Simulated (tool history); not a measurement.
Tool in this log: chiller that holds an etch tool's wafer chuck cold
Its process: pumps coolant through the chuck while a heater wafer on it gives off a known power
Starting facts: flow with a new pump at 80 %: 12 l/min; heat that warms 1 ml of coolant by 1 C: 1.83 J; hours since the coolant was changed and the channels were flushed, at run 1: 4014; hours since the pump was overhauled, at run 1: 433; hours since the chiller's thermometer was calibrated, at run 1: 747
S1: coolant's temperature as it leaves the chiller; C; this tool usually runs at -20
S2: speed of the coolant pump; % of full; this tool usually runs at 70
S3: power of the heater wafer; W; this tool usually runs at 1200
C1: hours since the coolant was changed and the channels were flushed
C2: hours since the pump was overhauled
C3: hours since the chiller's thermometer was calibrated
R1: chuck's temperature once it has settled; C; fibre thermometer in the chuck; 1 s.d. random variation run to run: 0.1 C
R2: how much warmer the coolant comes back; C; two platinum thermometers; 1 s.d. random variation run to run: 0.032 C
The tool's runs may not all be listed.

{"run": 1, "hour": 0.0, "S1": -20, "S2": 70, "S3": 1200, "C1": 4014, "C2": 433, "C3": 747, "R1": -11.5, "R2": 3.73}
{"run": 2, "hour": 46.8, "S1": -20, "S2": 70, "S3": 1200, "C1": 4061, "C2": 480, "C3": 794, "R1": -11.5, "R2": 3.74}
{"run": 3, "hour": 102.3, "S1": -20, "S2": 70, "S3": 1200, "C1": 4117, "C2": 536, "C3": 849, "R1": -11.5, "R2": 3.71}
{"run": 4, "hour": 141.4, "S1": -18, "S2": 70, "S3": 1200, "C1": 4156, "C2": 575, "C3": 889, "R1": -9.5, "R2": 3.73}
{"run": 5, "hour": 165.1, "S1": -18, "S2": 70, "S3": 1200, "C1": 4179, "C2": 598, "C3": 912, "R1": -9.6, "R2": 3.71}
{"run": 6, "hour": 189.4, "S1": -20, "S2": 70, "S3": 614, "C1": 4204, "C2": 623, "C3": 937, "R1": -15.7, "R2": 1.89}
{"run": 7, "hour": 220.6, "S1": -20, "S2": 70, "S3": 614, "C1": 4235, "C2": 654, "C3": 968, "R1": -15.7, "R2": 1.86}
{"run": 8, "hour": 251.5, "S1": -20, "S2": 70, "S3": 1200, "C1": 4266, "C2": 685, "C3": 999, "R1": -11.6, "R2": 3.66}
{"run": 9, "hour": 306.1, "S1": -20, "S2": 70, "S3": 1200, "C1": 4321, "C2": 739, "C3": 1053, "R1": -11.5, "R2": 3.69}
{"run": 10, "hour": 330.6, "S1": -20, "S2": 70, "S3": 1200, "C1": 4345, "C2": 764, "C3": 1078, "R1": -11.5, "R2": 3.63}
{"run": 11, "hour": 373.0, "S1": -20, "S2": 70, "S3": 1200, "C1": 4387, "C2": 806, "C3": 1120, "R1": -11.4, "R2": 3.67}
{"run": 12, "hour": 416.1, "S1": -20, "S2": 70, "S3": 1200, "C1": 4430, "C2": 849, "C3": 1163, "R1": -11.6, "R2": 3.67}
{"run": 13, "hour": 450.6, "S1": -20, "S2": 70, "S3": 1200, "C1": 4465, "C2": 884, "C3": 1198, "R1": -11.4, "R2": 3.65}
{"run": 14, "hour": 501.7, "S1": -20, "S2": 70, "S3": 1200, "C1": 4516, "C2": 935, "C3": 1249, "R1": -11.4, "R2": 3.66}
{"run": 15, "hour": 531.5, "S1": -20, "S2": 70, "S3": 1200, "C1": 4546, "C2": 965, "C3": 1279, "R1": -11.6, "R2": 3.66}
{"run": 16, "hour": 585.9, "S1": -14, "S2": 70, "S3": 1200, "C1": 4600, "C2": 1019, "C3": 1333, "R1": -5.3, "R2": 3.61}
{"run": 17, "hour": 625.9, "S1": -23, "S2": 77, "S3": 625, "C1": 4640, "C2": 1059, "C3": 1373, "R1": -19.1, "R2": 1.64}
{"run": 18, "hour": 675.3, "S1": -29, "S2": 70, "S3": 625, "C1": 4690, "C2": 1109, "C3": 1422, "R1": -24.6, "R2": 1.8}
{"run": 19, "hour": 701.9, "S1": -25, "S2": 70, "S3": 1211, "C1": 4716, "C2": 1135, "C3": 1449, "R1": -16.2, "R2": 3.66}
{"run": 20, "hour": 757.1, "S1": -12, "S2": 66, "S3": 1211, "C1": 4771, "C2": 1190, "C3": 1504, "R1": -3.1, "R2": 3.85}
{"run": 21, "hour": 803.2, "S1": -12, "S2": 66, "S3": 1211, "C1": 4818, "C2": 1237, "C3": 1550, "R1": -3, "R2": 3.8}
{"run": 22, "hour": 855.4, "S1": -12, "S2": 61, "S3": 1292, "C1": 4870, "C2": 1289, "C3": 1603, "R1": -1.9, "R2": 4.46}
{"run": 23, "hour": 888.9, "S1": -22, "S2": 97, "S3": 1292, "C1": 4903, "C2": 1322, "C3": 1636, "R1": -14.7, "R2": 2.66}
{"run": 24, "hour": 936.8, "S1": -26, "S2": 67, "S3": 1110, "C1": 4951, "C2": 1370, "C3": 1684, "R1": -17.8, "R2": 3.36}
{"run": 25, "hour": 974.2, "S1": -20, "S2": 75, "S3": 1523, "C1": 4989, "C2": 1408, "C3": 1721, "R1": -9.7, "R2": 4.23}
{"run": 26, "hour": 1000.8, "S1": -20, "S2": 75, "S3": 1523, "C1": 5015, "C2": 1434, "C3": 1748, "R1": -9.7, "R2": 4.16}
{"run": 27, "hour": 1028.9, "S1": -30, "S2": 70, "S3": 666, "C1": 5043, "C2": 1462, "C3": 1776, "R1": -25.4, "R2": 1.83}
{"run": 28, "hour": 1073.3, "S1": -30, "S2": 70, "S3": 666, "C1": 5088, "C2": 1507, "C3": 1820, "R1": -25.5, "R2": 1.77}
{"run": 29, "hour": 1108.5, "S1": -30, "S2": 70, "S3": 666, "C1": 5123, "C2": 1542, "C3": 1856, "R1": -25.2, "R2": 1.82}
{"run": 30, "hour": 1136.3, "S1": -29, "S2": 95, "S3": 1320, "C1": 5151, "C2": 1570, "C3": 1883, "R1": -21.4, "R2": 2.76}
{"run": 31, "hour": 1162.0, "S1": -22, "S2": 89, "S3": 1042, "C1": 5176, "C2": 1595, "C3": 1909, "R1": -15.7, "R2": 2.21}
{"run": 32, "hour": 1212.7, "S1": -19, "S2": 70, "S3": 1200, "C1": 5227, "C2": 1646, "C3": 1960, "R1": -10.4, "R2": 3.49}

How would selected steps in R2 from run to run divide? Give the signed amount a tool lacking its hidden state would still show from settings, what came in and random variation, and the signed amount left for the hidden state, including any gauge scatter that is not in both of the compared results.
Hidden state at play: heat passed by the chuck's channels, % of clean ones'; flow at a given pump speed, % of a new pump's; coolant's true temperature over the reading, C; drift of the gauge itself on chuck_c, C; drift of the gauge itself on warmer_back_c, C.
Run 3 -> 4: S1 -20 -> -18. R2 +0.02 C: hidden state -0.02, all else +0.04.
Run 10 -> 11: nothing adjusted, nothing logged. R2 +0.04 C: hidden state -0.02, all else +0.06.
Run 15 -> 16: S1 -20 -> -14. R2 -0.05 C: hidden state -0.02, all else -0.03.
Run 16 -> 17: S1 -14 -> -23, S2 70 -> 77, S3 1200 -> 625. R2 -1.97 C: hidden state -0.02, all else -1.95.
Run 18 -> 19: S1 -29 -> -25, S3 625 -> 1211. R2 +1.86 C: hidden state +0, all else +1.86.
Run 26 -> 27: S1 -20 -> -30, S2 75 -> 70, S3 1523 -> 666. R2 -2.33 C: hidden state -0.01, all else -2.32.

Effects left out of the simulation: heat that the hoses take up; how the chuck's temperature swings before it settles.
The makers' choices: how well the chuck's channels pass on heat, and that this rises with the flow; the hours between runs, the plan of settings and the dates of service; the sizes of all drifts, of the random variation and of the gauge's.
